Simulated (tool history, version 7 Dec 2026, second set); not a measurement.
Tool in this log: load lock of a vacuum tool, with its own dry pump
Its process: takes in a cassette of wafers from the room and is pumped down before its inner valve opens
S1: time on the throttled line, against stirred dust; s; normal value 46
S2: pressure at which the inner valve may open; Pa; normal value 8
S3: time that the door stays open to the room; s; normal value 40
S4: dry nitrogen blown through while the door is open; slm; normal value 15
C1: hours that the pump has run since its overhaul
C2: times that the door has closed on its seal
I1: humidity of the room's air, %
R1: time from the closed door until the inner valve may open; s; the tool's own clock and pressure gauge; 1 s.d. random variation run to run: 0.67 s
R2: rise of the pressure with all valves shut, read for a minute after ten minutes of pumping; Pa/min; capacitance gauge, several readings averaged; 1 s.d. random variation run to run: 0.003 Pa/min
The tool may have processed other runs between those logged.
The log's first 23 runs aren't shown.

Run 24, day 230.5: usual settings but S1 28 s; C1 5790; C2 15671; I1 44.6. Result: R1 87.1 s, R2 0.091 Pa/min.
Run 25, day 241.504: usual settings but S1 28 s; C1 6054; C2 16848; I1 44.9. Result: R1 90.4 s, R2 0.096 Pa/min.
Run 26, day 252.479: usual settings but S1 28 s, S2 13 Pa, S3 210 s, S4 8 slm; C1 6318; C2 18021; I1 43.7. Result: R1 85.6 s, R2 0.124 Pa/min.
Run 27, day 261.246: usual settings but S2 14 Pa, S4 31 slm; C1 6528; C2 18959; I1 43.9. Result: R1 99.7 s, R2 0.11 Pa/min.
Run 28, day 272.179: usual settings but S2 14 Pa, S4 31 slm; C1 6791; C2 20128; I1 47.3. Result: R1 99.9 s, R2 0.126 Pa/min.
Run 29, day 285.346: usual settings but S2 9 Pa, S3 29 s, S4 10 slm; C1 7106; C2 21536; I1 44.6. Result: R1 103.2 s, R2 0.143 Pa/min.
Run 30, day 292.171: usual settings but S1 64 s, S2 7 Pa, S3 29 s, S4 10 slm; C1 7270; C2 22266; I1 45.1. Result: R1 118.8 s, R2 0.148 Pa/min.
Run 31, day 303.754: usual settings but S2 15 Pa; C1 7548; C2 23505; I1 45.2. Result: R1 99.5 s, R2 0.16 Pa/min.
Run 32, day 314.542: usual settings but S2 15 Pa; C1 7807; C2 24659; I1 44.1. Result: R1 99.6 s, R2 0.17 Pa/min.
Run 33, day 321.642: usual settings but S1 26 s, S3 73 s, S4 41 slm; C1 7978; C2 25418; I1 45.8. Result: R1 87.7 s, R2 0.17 Pa/min.
Run 34, day 332.033: usual settings but S1 26 s, S2 11 Pa, S3 55 s, S4 41 slm; C1 8227; C2 26530; I1 45.2. Result: R1 85.7 s, R2 0.179 Pa/min.
Run 35, day 341.408: usual settings but S3 79 s, S4 10 slm; C1 8452; C2 27532; I1 42.2. Result: R1 102.8 s, R2 0.209 Pa/min.

Below are 3 alternative next runs, each starting from the tool's condition after run 35. Predict each:
Run A, day 350.812: usual settings but S3 31 s, S4 10 slm; C1 8678; C2 28538; I1 45. Result: R1 ?, R2 ?.
Run B, day 350.812: usual settings but S1 73 s, S2 10 Pa, S3 79 s, S4 4 slm; C1 8678; C2 28538; I1 47.4. Result: R1 ?, R2 ?.
Run C, day 350.812: usual settings but S1 39 s, S3 140 s; C1 8678; C2 28538; I1 42.5. Result: R1 ?, R2 ?.

run     R1     R2
  A  103.5  0.211
  B  124.3  0.218
  C   97.9  0.218
Without the tool's unlogged condition, the same runs would have read:
run     R1     R2
  A   99.9  0.017
  B  121.3  0.022
  C   94.3  0.022
